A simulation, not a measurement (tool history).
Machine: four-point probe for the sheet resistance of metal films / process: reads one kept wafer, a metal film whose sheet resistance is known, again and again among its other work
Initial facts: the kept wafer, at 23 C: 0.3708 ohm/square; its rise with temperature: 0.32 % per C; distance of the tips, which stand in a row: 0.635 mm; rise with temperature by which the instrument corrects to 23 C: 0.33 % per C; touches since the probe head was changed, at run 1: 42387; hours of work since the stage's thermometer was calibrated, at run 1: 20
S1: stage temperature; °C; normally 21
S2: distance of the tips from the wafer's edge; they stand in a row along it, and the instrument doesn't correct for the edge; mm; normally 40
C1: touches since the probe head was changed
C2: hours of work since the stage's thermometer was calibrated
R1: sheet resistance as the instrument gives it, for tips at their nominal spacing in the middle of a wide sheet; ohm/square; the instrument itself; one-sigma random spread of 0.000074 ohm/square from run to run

run,day,S1,S2,C1,C2,R1
1,0.000,21,40,42387,20,0.372407
2,3.433,21,40,45231,66,0.372558
3,6.967,21,40,48162,113,0.372665
4,10.092,21,40,50751,154,0.372567
5,14.196,32,40,54151,208,0.372163
6,17.917,23,40,57233,257,0.372693
7,19.825,23,40,58817,283,0.372685
8,22.821,23,40,61300,322,0.372704
9,25.712,23,40,63694,361,0.372669
10,30.129,23,40,67356,419,0.372767
11,34.317,23,40,70825,475,0.372946
12,37.217,32,40,73230,513,0.372506
13,39.633,32,40,75233,545,0.372599
14,42.888,32,40,77928,588,0.372551
15,45.488,32,40,80085,623,0.372723
16,49.050,32,8,83035,670,0.373887
17,53.096,21,40,86390,723,0.373144
18,56.129,21,40,88904,763,0.373224
19,59.550,21,40,91737,809,0.373385
20,62.025,27,40,93790,841,0.373012
21,65.071,21,75,96312,882,0.373332
22,68.154,21,75,98868,923,0.373489
23,71.546,21,40,101678,967,0.373492
24,73.542,34,19,103333,994,0.373216
25,76.258,30,5,105585,1030,0.376325
26,79.471,30,5,108247,1072,0.376321
27,82.146,18,36,110465,1108,0.373793
28,83.979,20,34,111983,1132,0.373867
29,87.358,21,49,114782,1177,0.373569
# day 87.696: stage's thermometer calibrated
30,91.629,21,49,118304,52,0.373290
31,94.383,26,54,120589,89,0.373232
32,98.638,26,54,124114,145,0.373331
33,101.954,21,34,126862,189,0.373634
# day 105.558: stage's thermometer calibrated, once more
34,106.096,33,3,130279,7,0.382931
35,109.446,31,40,133053,51,0.374182
36,113.158,20,4,136132,101,0.379788

Run 37 comes next. What will it give?
37,115.954,26,39,138449,138,?

For run 37 the tool returned R1 0.374650 ohm/square.
Were there no unlogged condition in the tool, this run, its random variation unchanged, would have produced R1 0.370842 ohm/square.
